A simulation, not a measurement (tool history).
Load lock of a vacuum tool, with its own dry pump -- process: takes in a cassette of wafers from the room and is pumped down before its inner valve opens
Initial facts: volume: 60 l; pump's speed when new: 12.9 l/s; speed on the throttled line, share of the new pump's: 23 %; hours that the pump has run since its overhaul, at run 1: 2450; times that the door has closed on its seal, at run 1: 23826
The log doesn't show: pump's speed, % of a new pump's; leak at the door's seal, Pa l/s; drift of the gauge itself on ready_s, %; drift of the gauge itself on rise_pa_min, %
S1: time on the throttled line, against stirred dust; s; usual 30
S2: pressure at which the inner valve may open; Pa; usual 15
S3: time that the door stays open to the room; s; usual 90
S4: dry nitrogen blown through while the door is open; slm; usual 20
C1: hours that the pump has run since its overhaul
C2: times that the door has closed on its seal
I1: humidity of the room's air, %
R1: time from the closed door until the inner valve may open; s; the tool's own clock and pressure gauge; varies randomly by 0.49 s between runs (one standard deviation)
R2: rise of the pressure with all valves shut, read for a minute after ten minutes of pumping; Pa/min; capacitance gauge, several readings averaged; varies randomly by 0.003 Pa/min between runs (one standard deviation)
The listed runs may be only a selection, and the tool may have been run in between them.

Run 1, hour 0.0: usual settings; C1 2450; C2 23826; I1 43.9. Result: R1 65.8 s, R2 0.302 Pa/min.
Run 2, hour 366.1: usual settings but S3 129 s; C1 2816; C2 24418; I1 44.0. Result: R1 67.8 s, R2 0.324 Pa/min.
Run 3, hour 774.8: usual settings but S4 6 slm; C1 3225; C2 25078; I1 46.4. Result: R1 66.9 s, R2 0.336 Pa/min.
Run 4, hour 1246.3: usual settings but S4 6 slm; C1 3696; C2 25840; I1 42.9. Result: R1 67.5 s, R2 0.362 Pa/min.
Run 5, hour 1766.1: usual settings but S4 6 slm; C1 4216; C2 26679; I1 42.3. Result: R1 67.1 s, R2 0.379 Pa/min.
Run 6, hour 2065.7: usual settings but S4 6 slm; C1 4516; C2 27163; I1 46.6. Result: R1 67.8 s, R2 0.391 Pa/min.
Run 7, hour 2531.5: usual settings but S2 21 Pa; C1 4981; C2 27916; I1 48.8. Result: R1 66.6 s, R2 0.402 Pa/min.
At hour 2880.8: door's seal changed, seat wiped.
Run 8, hour 3034.8: usual settings but S2 21 Pa; C1 5483; C2 249; I1 45.0. Result: R1 67.4 s, R2 0.032 Pa/min.
Run 9, hour 3465.7: usual settings but S3 84 s; C1 5914; C2 945; I1 44.5. Result: R1 70.0 s, R2 0.032 Pa/min.
Run 10, hour 3990.5: usual settings but S3 84 s, S4 6 slm; C1 6439; C2 1792; I1 46.4. Result: R1 69.7 s, R2 0.043 Pa/min.
Run 11, hour 4523.3: usual settings; C1 6972; C2 2653; I1 44.2. Result: R1 70.1 s, R2 0.040 Pa/min.
Run 12, hour 4975.2: usual settings; C1 7424; C2 3383; I1 42.4. Result: R1 71.5 s, R2 0.043 Pa/min.
Run 13, hour 5290.1: usual settings; C1 7739; C2 3892; I1 46.9. Result: R1 71.9 s, R2 0.050 Pa/min.
Run 14, hour 5765.5: usual settings; C1 8214; C2 4660; I1 46.0. Result: R1 72.9 s, R2 0.057 Pa/min.
Run 15, hour 6231.9: usual settings; C1 8680; C2 5413; I1 45.8. Result: R1 72.6 s, R2 0.059 Pa/min.
Run 16, hour 6796.7: usual settings; C1 9245; C2 6326; I1 42.2. Result: R1 73.2 s, R2 0.071 Pa/min.
Run 17, hour 7184.5: usual settings; C1 9633; C2 6952; I1 49.7. Result: R1 73.3 s, R2 0.081 Pa/min.
Run 18, hour 7610.1: usual settings; C1 10058; C2 7640; I1 43.8. Result: R1 74.2 s, R2 0.077 Pa/min.
Run 19, hour 8257.6: usual settings; C1 10706; C2 8686; I1 42.5. Result: R1 75.4 s, R2 0.089 Pa/min.
Run 20, hour 8600.7: usual settings; C1 11049; C2 9240; I1 41.5. Result: R1 75.3 s, R2 0.094 Pa/min.
Run 21, hour 8996.8: usual settings but S2 27 Pa, S4 26 slm; C1 11445; C2 9880; I1 44.2. Result: R1 71.4 s, R2 0.102 Pa/min.
At hour 9180.8: dry pump taken out, an overhauled one fitted.
Run 22, hour 9410.5: usual settings but S1 53 s, S2 27 Pa, S3 198 s, S4 29 slm; C1 230; C2 10539; I1 44.1. Result: R1 79.9 s, R2 0.128 Pa/min.
Run 23, hour 10025.5: usual settings but S1 53 s, S2 27 Pa, S3 198 s, S4 29 slm; C1 845; C2 11532; I1 48.7. Result: R1 80.5 s, R2 0.138 Pa/min.
Run 24, hour 10634.3: usual settings but S1 15 s, S2 12 Pa, S3 65 s, S4 12 slm; C1 1454; C2 12516; I1 44.3. Result: R1 56.1 s, R2 0.137 Pa/min.
Run 25, hour 11160.4: usual settings but S1 15 s, S2 12 Pa, S3 65 s, S4 12 slm; C1 1980; C2 13366; I1 46.5. Result: R1 56.2 s, R2 0.141 Pa/min.
Run 26, hour 11727.7: usual settings but S1 15 s, S2 12 Pa, S3 65 s, S4 12 slm; C1 2547; C2 14282; I1 44.0. Result: R1 56.6 s, R2 0.155 Pa/min.
Run 27, hour 12382.0: usual settings but S3 63 s; C1 3201; C2 15339; I1 46.0. Result: R1 67.3 s, R2 0.166 Pa/min.
Run 28, hour 12657.5: usual settings but S2 16 Pa, S4 19 slm; C1 3477; C2 15784; I1 44.5. Result: R1 67.9 s, R2 0.175 Pa/min.
Run 29, hour 13206.4: usual settings but S2 24 Pa, S3 31 s, S4 19 slm; C1 4026; C2 16671; I1 43.5. Result: R1 66.0 s, R2 0.174 Pa/min.
Run 30, hour 13533.7: usual settings but S1 33 s, S2 24 Pa, S3 31 s, S4 19 slm; C1 4353; C2 17200; I1 46.9. Result: R1 68.4 s, R2 0.187 Pa/min.
Run 31, hour 14050.0: usual settings but S2 17 Pa, S3 174 s, S4 6 slm; C1 4869; C2 18034; I1 44.8. Result: R1 68.1 s, R2 0.239 Pa/min.
Run 32, hour 14549.8: usual settings but S2 17 Pa, S3 174 s, S4 6 slm; C1 5369; C2 18841; I1 46.1. Result: R1 69.0 s, R2 0.253 Pa/min.
Run 33, hour 14828.4: usual settings but S1 16 s, S4 12 slm; C1 5648; C2 19291; I1 46.0. Result: R1 58.8 s, R2 0.243 Pa/min.
Run 34, hour 15214.9: usual settings but S1 39 s, S3 215 s; C1 6034; C2 19916; I1 46.2. Result: R1 76.9 s, R2 0.271 Pa/min.
Run 35, hour 15700.6: usual settings but S1 39 s, S3 215 s; C1 6520; C2 20700; I1 42.8. Result: R1 77.3 s, R2 0.281 Pa/min.
Run 36, hour 16349.2: usual settings but S1 23 s, S2 12 Pa; C1 7168; C2 21748; I1 42.0. Result: R1 67.1 s, R2 0.273 Pa/min.
Run 37, hour 16880.4: usual settings but S1 24 s, S2 12 Pa, S3 113 s; C1 7700; C2 22606; I1 44.9. Result: R1 69.5 s, R2 0.297 Pa/min.
Run 38, hour 17293.6: usual settings but S1 24 s, S2 12 Pa, S3 34 s, S4 22 slm; C1 8113; C2 23274; I1 42.7. Result: R1 68.7 s, R2 0.301 Pa/min.

Here are 3 independent what-if runs from the current tool condition. What would each one return?
Run A, hour 17892.0: usual settings but S3 53 s; C1 8711; C2 24240; I1 44.9. Result: R1 ?, R2 ?.
Run B, hour 17892.0: usual settings but S1 19 s, S3 35 s; C1 8711; C2 24240; I1 44.4. Result: R1 ?, R2 ?.
Run C, hour 17892.0: usual settings but S4 17 slm; C1 8711; C2 24240; I1 46.9. Result: R1 ?, R2 ?.

run    R1     R2
  A  72.7  0.319
  B  65.2  0.317
  C  73.6  0.329
What these runs would have given with no unlogged condition in the tool:
run    R1     R2
  A  64.1  0.021
  B  56.0  0.017
  C  65.0  0.034
